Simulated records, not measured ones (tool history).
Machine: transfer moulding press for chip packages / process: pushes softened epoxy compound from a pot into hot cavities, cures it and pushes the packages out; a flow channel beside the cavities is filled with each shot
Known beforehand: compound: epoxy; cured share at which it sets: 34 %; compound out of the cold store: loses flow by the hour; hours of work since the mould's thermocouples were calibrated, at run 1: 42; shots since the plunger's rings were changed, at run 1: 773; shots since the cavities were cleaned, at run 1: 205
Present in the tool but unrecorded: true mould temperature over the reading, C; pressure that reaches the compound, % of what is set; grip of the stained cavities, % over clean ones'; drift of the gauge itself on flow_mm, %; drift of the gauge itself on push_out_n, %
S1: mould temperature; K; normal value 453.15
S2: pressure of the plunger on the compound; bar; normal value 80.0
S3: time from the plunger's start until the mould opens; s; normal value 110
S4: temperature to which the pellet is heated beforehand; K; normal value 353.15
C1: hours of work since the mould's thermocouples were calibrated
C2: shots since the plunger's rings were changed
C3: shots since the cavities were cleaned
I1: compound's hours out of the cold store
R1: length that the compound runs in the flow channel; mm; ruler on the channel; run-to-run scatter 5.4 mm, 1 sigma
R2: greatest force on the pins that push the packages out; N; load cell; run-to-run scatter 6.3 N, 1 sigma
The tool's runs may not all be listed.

run,day,S1,S2,S3,S4,C1,C2,C3,I1,R1,R2
1,0.000,453.15,80.0,110,353.15,42,773,205,23.4,525,277
2,1.046,453.15,80.0,110,353.15,59,1036,468,35.3,491,315
# day 1.375: cavities cleaned with cleaning compound and waxed
3,2.333,453.15,80.0,110,353.15,80,1344,241,26.3,516,414
4,3.262,453.15,80.0,110,353.15,95,1577,474,25.1,520,421
# day 3.592: cavities cleaned with cleaning compound and waxed
5,4.338,453.15,80.0,110,353.15,112,1831,187,19.1,538,292
6,5.042,460.15,80.0,110,353.15,123,2008,364,40.1,459,252
# day 5.708: cavities cleaned with cleaning compound and waxed
7,6.000,459.15,80.0,110,353.15,138,2233,73,9.6,548,223
8,6.817,459.15,80.0,110,353.15,151,2438,278,43.2,442,244
9,7.400,459.15,80.0,110,353.15,161,2584,424,26.8,499,271
# day 7.854: cavities cleaned with cleaning compound and waxed
10,8.492,453.15,80.0,110,353.15,178,2842,159,27.2,505,278
# day 8.788: cavities cleaned with cleaning compound and waxed, once more
11,9.812,453.15,80.0,110,353.15,199,3159,257,14.9,540,305
# day 10.912: cavities cleaned with cleaning compound and waxed
12,11.038,453.15,80.0,110,353.15,218,3451,31,20.7,521,250
13,11.808,453.15,80.0,110,353.15,230,3645,225,33.7,487,299
14,12.362,453.15,80.0,110,353.15,239,3784,364,17.8,523,336
# day 13.054: cavities cleaned with cleaning compound and waxed
15,13.612,453.15,60.5,110,349.15,259,4081,140,11.9,466,301
16,14.538,453.15,80.0,110,354.15,274,4314,373,44.2,444,322
# day 15.217: cavities cleaned with cleaning compound and waxed
17,15.388,459.15,81.2,110,354.15,287,4512,43,38.4,452,213
18,16.342,459.15,81.2,110,354.15,303,4751,282,45.5,430,257
19,16.983,457.15,66.2,142,353.15,313,4912,443,8.5,478,258
# day 17.333: cavities cleaned with cleaning compound and waxed
20,17.825,457.15,66.2,142,353.15,326,5108,123,27.0,434,214
21,18.567,457.15,66.2,142,353.15,338,5295,310,26.7,437,231
# day 19.521: cavities cleaned with cleaning compound and waxed
22,19.883,453.15,95.1,115,353.15,359,5609,90,13.1,570,271
23,20.512,453.15,75.7,139,348.15,369,5767,248,37.2,451,243
24,21.267,453.15,75.7,139,348.15,382,5956,437,43.4,430,263
# day 21.696: cavities cleaned with cleaning compound and waxed
25,22.321,453.15,75.7,91,347.15,398,6206,157,36.4,432,411
26,23.512,448.15,88.1,130,360.15,418,6505,456,16.9,536,358
# day 23.833: cavities cleaned with cleaning compound and waxed
# day 24.308: plunger's sealing rings changed
27,24.696,448.15,88.1,130,360.15,435,97,191,23.1,582,298

How the hidden state differs across the entries between the runs, from the last listed run before each to the first after it:
Logged between run 2 and run 3: cavities cleaned with cleaning compound and waxed (day 1.375)
  true mould temperature over the reading, C: -0.19 -> -0.24; pressure that reaches the compound, % of what is set: 96.58 -> 95.57; grip of the stained cavities, % over clean ones': 36.6 -> 73.3
  measured value less the no-hidden-state value, R1: -8 -> -11 mm; R2: +87 -> +181 N
Logged between run 4 and run 5: cavities cleaned with cleaning compound and waxed (day 3.592)
  true mould temperature over the reading, C: -0.27 -> -0.31; pressure that reaches the compound, % of what is set: 94.83 -> 94.1; grip of the stained cavities, % over clean ones': 76.6 -> 17.6
  measured value less the no-hidden-state value, R1: -14 -> -15 mm; R2: +184 -> +46 N
Logged between run 6 and run 7: cavities cleaned with cleaning compound and waxed (day 5.708)
  true mould temperature over the reading, C: -0.34 -> -0.37; pressure that reaches the compound, % of what is set: 93.57 -> 92.86; grip of the stained cavities, % over clean ones': 31.2 -> 7.7
  measured value less the no-hidden-state value, R1: -15 -> -20 mm; R2: +62 -> +17 N
Logged between run 9 and run 10: cavities cleaned with cleaning compound and waxed (day 7.854)
  true mould temperature over the reading, C: -0.43 -> -0.47; pressure that reaches the compound, % of what is set: 91.82 -> 91.04; grip of the stained cavities, % over clean ones': 34.4 -> 18.8
  measured value less the no-hidden-state value, R1: -21 -> -23 mm; R2: +70 -> +49 N
Logged between run 10 and run 11: cavities cleaned with cleaning compound and waxed, once more (day 8.788)
  true mould temperature over the reading, C: -0.47 -> -0.51; pressure that reaches the compound, % of what is set: 91.04 -> 90.06; grip of the stained cavities, % over clean ones': 18.8 -> 23.4
  measured value less the no-hidden-state value, R1: -23 -> -27 mm; R2: +49 -> +65 N
Logged between run 11 and run 12: cavities cleaned with cleaning compound and waxed (day 10.912)
  true mould temperature over the reading, C: -0.51 -> -0.55; pressure that reaches the compound, % of what is set: 90.06 -> 89.11; grip of the stained cavities, % over clean ones': 23.4 -> 5.7
  measured value less the no-hidden-state value, R1: -27 -> -30 mm; R2: +65 -> +20 N
Logged between run 14 and run 15: cavities cleaned with cleaning compound and waxed (day 13.054)
  true mould temperature over the reading, C: -0.6 -> -0.65; pressure that reaches the compound, % of what is set: 88.05 -> 87.09; grip of the stained cavities, % over clean ones': 31.2 -> 15.3
  measured value less the no-hidden-state value, R1: -33 -> -32 mm; R2: +86 -> +48 N
Logged between run 16 and run 17: cavities cleaned with cleaning compound and waxed (day 15.217)
  true mould temperature over the reading, C: -0.68 -> -0.71; pressure that reaches the compound, % of what is set: 86.36 -> 85.72; grip of the stained cavities, % over clean ones': 32.2 -> 5.9
  measured value less the no-hidden-state value, R1: -32 -> -35 mm; R2: +83 -> +14 N
Logged between run 19 and run 20: cavities cleaned with cleaning compound and waxed (day 17.333)
  true mould temperature over the reading, C: -0.77 -> -0.79; pressure that reaches the compound, % of what is set: 84.52 -> 83.93; grip of the stained cavities, % over clean ones': 35.9 -> 12.6
  measured value less the no-hidden-state value, R1: -40 -> -38 mm; R2: +69 -> +24 N
Logged between run 21 and run 22: cavities cleaned with cleaning compound and waxed (day 19.521)
  true mould temperature over the reading, C: -0.82 -> -0.86; pressure that reaches the compound, % of what is set: 83.34 -> 82.43; grip of the stained cavities, % over clean ones': 27.3 -> 11.8
  measured value less the no-hidden-state value, R1: -40 -> -54 mm; R2: +52 -> +38 N
Logged between run 24 and run 25: cavities cleaned with cleaning compound and waxed (day 21.696)
  true mould temperature over the reading, C: -0.91 -> -0.95; pressure that reaches the compound, % of what is set: 81.33 -> 80.52; grip of the stained cavities, % over clean ones': 36.9 -> 18.7
  measured value less the no-hidden-state value, R1: -44 -> -48 mm; R2: +72 -> +88 N
Logged between run 26 and run 27: cavities cleaned with cleaning compound and waxed (day 23.833); plunger's sealing rings changed (day 24.308)
  true mould temperature over the reading, C: -0.99 -> -1.03; pressure that reaches the compound, % of what is set: 79.59 -> 99.42; grip of the stained cavities, % over clean ones': 39.4 -> 19.7
  measured value less the no-hidden-state value, R1: -62 -> +2 mm; R2: +112 -> +60 N

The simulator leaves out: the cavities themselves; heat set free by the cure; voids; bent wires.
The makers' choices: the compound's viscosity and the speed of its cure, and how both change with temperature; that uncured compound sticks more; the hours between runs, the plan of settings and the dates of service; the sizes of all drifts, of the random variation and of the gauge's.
